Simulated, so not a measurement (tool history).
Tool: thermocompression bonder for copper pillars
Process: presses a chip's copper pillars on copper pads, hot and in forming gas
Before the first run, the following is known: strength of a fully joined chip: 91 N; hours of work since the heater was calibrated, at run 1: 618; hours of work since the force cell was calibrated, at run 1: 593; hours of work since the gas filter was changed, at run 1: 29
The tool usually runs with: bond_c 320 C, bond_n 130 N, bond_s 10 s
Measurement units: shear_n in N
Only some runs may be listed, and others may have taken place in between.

run	hour	bond_c	bond_n	bond_s	hours of work since the heater was calibrated	hours of work since the force cell was calibrated	hours of work since the gas filter was changed	shear_n
1	0.0	320	130	10	618	593	29	63.7
2	23.9	320	130	10	636	610	46	63.6
3	45.6	320	130	10	652	626	62	63.7
4	69.3	320	130	7	669	644	80	57.0
5	83.7	300	130	7	680	654	90	45.9
6	106.0	300	130	7	696	671	107	45.9
7	129.6	300	130	7	713	688	124	45.6
8	150.6	300	130	7	729	704	140	45.0
9	169.1	300	130	7	743	717	153	45.3
10	189.9	300	130	7	758	733	169	45.6
11	209.8	320	130	10	773	747	183	62.0
12	221.0	320	130	10	781	755	191	62.8
13	233.4	320	130	10	790	765	201	62.9
14	250.4	320	130	10	803	777	213	61.9
15	274.0	295	130	10	820	795	230	48.4
16	285.7	320	169	10	828	803	239	67.1
17	310.4	320	83	8	847	821	257	48.6
18	332.6	320	83	8	863	838	274	48.0
19	348.0	320	102	11	874	849	285	57.6
20	362.0	333	115	5	885	859	295	55.1
21	380.6	333	115	5	898	873	309	54.5
22	392.1	309	115	7	907	882	317	47.2
23	403.7	309	115	7	915	890	326	47.6
24	416.1	309	115	7	925	899	335	46.9
25	428.2	302	115	9	933	908	344	47.0
26	443.6	320	130	8	945	919	355	57.7
27	465.8	296	123	11	961	936	372	48.0
28	483.4	296	106	14	974	949	385	48.3
29	496.9	320	184	8	984	959	395	65.2
# hour 507.9: forming gas filter changed
30	510.8	336	184	7	994	969	2	76.0
31	530.6	307	159	10	1008	983	17	63.1

Alternative continuations, all from the tool just after run 31; predict every row:
# hour 550.8: heater calibrated with a thermocouple chip
A	555.9	307	159	10	4	1000	34	?
# hour 550.8: heater calibrated with a thermocouple chip
B	555.9	320	152	13	4	1000	34	?
# hour 550.8: heater calibrated with a thermocouple chip
C	555.9	304	104	17	4	1000	34	?
# hour 550.8: heater calibrated with a thermocouple chip
D	555.9	320	130	13	4	1000	34	?
# hour 550.8: heater calibrated with a thermocouple chip
E	555.9	307	138	6	4	1000	34	?

run	shear_n
A	58.4
B	69.3
C	55.2
D	65.4
E	46.3
Stripped of hidden state, with their random variation kept, the same runs would have yielded:
run	shear_n
A	56.4
B	67.6
C	53.2
D	63.6
E	44.4

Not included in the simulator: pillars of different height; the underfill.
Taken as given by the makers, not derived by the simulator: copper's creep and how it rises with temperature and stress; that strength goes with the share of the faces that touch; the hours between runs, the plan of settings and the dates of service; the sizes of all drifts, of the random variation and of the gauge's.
